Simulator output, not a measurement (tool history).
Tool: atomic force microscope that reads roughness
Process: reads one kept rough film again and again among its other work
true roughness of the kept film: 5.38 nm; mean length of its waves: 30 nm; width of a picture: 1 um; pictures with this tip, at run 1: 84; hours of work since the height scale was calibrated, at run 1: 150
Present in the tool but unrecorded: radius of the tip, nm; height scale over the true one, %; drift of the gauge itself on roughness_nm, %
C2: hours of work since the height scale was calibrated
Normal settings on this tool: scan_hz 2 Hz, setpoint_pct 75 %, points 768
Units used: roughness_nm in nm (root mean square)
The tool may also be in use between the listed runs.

{"run": 1, "hour": 0.0, "scan_hz": 2, "setpoint_pct": 75, "points": 768, "pictures with this tip": 84, "C2": 150, "roughness_nm": 3.517}
{"run": 2, "hour": 51.1, "scan_hz": 2, "setpoint_pct": 75, "points": 768, "pictures with this tip": 195, "C2": 184, "roughness_nm": 3.137}
{"run": 3, "hour": 98.3, "scan_hz": 2, "setpoint_pct": 75, "points": 768, "pictures with this tip": 297, "C2": 215, "roughness_nm": 2.873}
{"hour": 124.2, "done": "new tip fitted"}
{"run": 4, "hour": 127.1, "scan_hz": 2, "setpoint_pct": 75, "points": 768, "pictures with this tip": 6, "C2": 234, "roughness_nm": 3.862}
{"run": 5, "hour": 166.8, "scan_hz": 2, "setpoint_pct": 75, "points": 768, "pictures with this tip": 92, "C2": 260, "roughness_nm": 3.574}
{"run": 6, "hour": 203.0, "scan_hz": 2, "setpoint_pct": 75, "points": 446, "pictures with this tip": 171, "C2": 284, "roughness_nm": 3.259}
{"run": 7, "hour": 252.8, "scan_hz": 2, "setpoint_pct": 75, "points": 446, "pictures with this tip": 279, "C2": 317, "roughness_nm": 2.958}
{"hour": 287.1, "done": "new tip fitted"}
{"run": 8, "hour": 298.2, "scan_hz": 2, "setpoint_pct": 75, "points": 446, "pictures with this tip": 24, "C2": 346, "roughness_nm": 3.818}
{"run": 9, "hour": 345.4, "scan_hz": 1.81, "setpoint_pct": 75, "points": 768, "pictures with this tip": 126, "C2": 377, "roughness_nm": 3.474}
{"run": 10, "hour": 380.7, "scan_hz": 1.81, "setpoint_pct": 75, "points": 768, "pictures with this tip": 203, "C2": 401, "roughness_nm": 3.252}
{"run": 11, "hour": 423.1, "scan_hz": 0.66, "setpoint_pct": 75, "points": 768, "pictures with this tip": 295, "C2": 428, "roughness_nm": 3.237}
{"hour": 449.0, "done": "new tip fitted"}
{"run": 12, "hour": 471.3, "scan_hz": 0.66, "setpoint_pct": 55, "points": 768, "pictures with this tip": 48, "C2": 460, "roughness_nm": 4.243}
{"run": 13, "hour": 510.2, "scan_hz": 0.66, "setpoint_pct": 55, "points": 768, "pictures with this tip": 133, "C2": 486, "roughness_nm": 3.868}
{"run": 14, "hour": 546.2, "scan_hz": 1.14, "setpoint_pct": 76, "points": 443, "pictures with this tip": 211, "C2": 509, "roughness_nm": 3.28}
{"run": 15, "hour": 581.8, "scan_hz": 2, "setpoint_pct": 87, "points": 987, "pictures with this tip": 288, "C2": 533, "roughness_nm": 2.645}
{"hour": 611.0, "done": "new tip fitted"}
{"run": 16, "hour": 626.9, "scan_hz": 2, "setpoint_pct": 87, "points": 987, "pictures with this tip": 35, "C2": 562, "roughness_nm": 3.337}
{"run": 17, "hour": 657.0, "scan_hz": 2, "setpoint_pct": 87, "points": 987, "pictures with this tip": 100, "C2": 582, "roughness_nm": 3.135}
{"run": 18, "hour": 698.8, "scan_hz": 2.84, "setpoint_pct": 87, "points": 987, "pictures with this tip": 191, "C2": 610, "roughness_nm": 2.6}
{"run": 19, "hour": 733.5, "scan_hz": 2.27, "setpoint_pct": 71, "points": 987, "pictures with this tip": 266, "C2": 632, "roughness_nm": 3.041}
{"run": 20, "hour": 760.3, "scan_hz": 2.27, "setpoint_pct": 71, "points": 987, "pictures with this tip": 325, "C2": 650, "roughness_nm": 2.917}
{"hour": 775.6, "done": "new tip fitted"}
{"run": 21, "hour": 790.9, "scan_hz": 2.27, "setpoint_pct": 71, "points": 987, "pictures with this tip": 33, "C2": 670, "roughness_nm": 3.813}

Predict each of these 4 candidate next runs independently; none follows another, all start after run 21:
{"run": "A", "hour": 833.3, "scan_hz": 2, "setpoint_pct": 74, "points": 768, "pictures with this tip": 125, "C2": 698, "roughness_nm": "?"}
{"run": "B", "hour": 833.3, "scan_hz": 2.17, "setpoint_pct": 75, "points": 768, "pictures with this tip": 125, "C2": 698, "roughness_nm": "?"}
{"run": "C", "hour": 833.3, "scan_hz": 2.27, "setpoint_pct": 71, "points": 685, "pictures with this tip": 125, "C2": 698, "roughness_nm": "?"}
{"run": "D", "hour": 833.3, "scan_hz": 0.61, "setpoint_pct": 77, "points": 392, "pictures with this tip": 125, "C2": 698, "roughness_nm": "?"}

run=A roughness_nm=3.453
run=B roughness_nm=3.355
run=C roughness_nm=3.425
run=D roughness_nm=3.73
The same runs, with their run-to-run variation unchanged, on a tool lacking any hidden condition would have given:
run=A roughness_nm=4.015
run=B roughness_nm=3.902
run=C roughness_nm=3.982
run=D roughness_nm=4.338
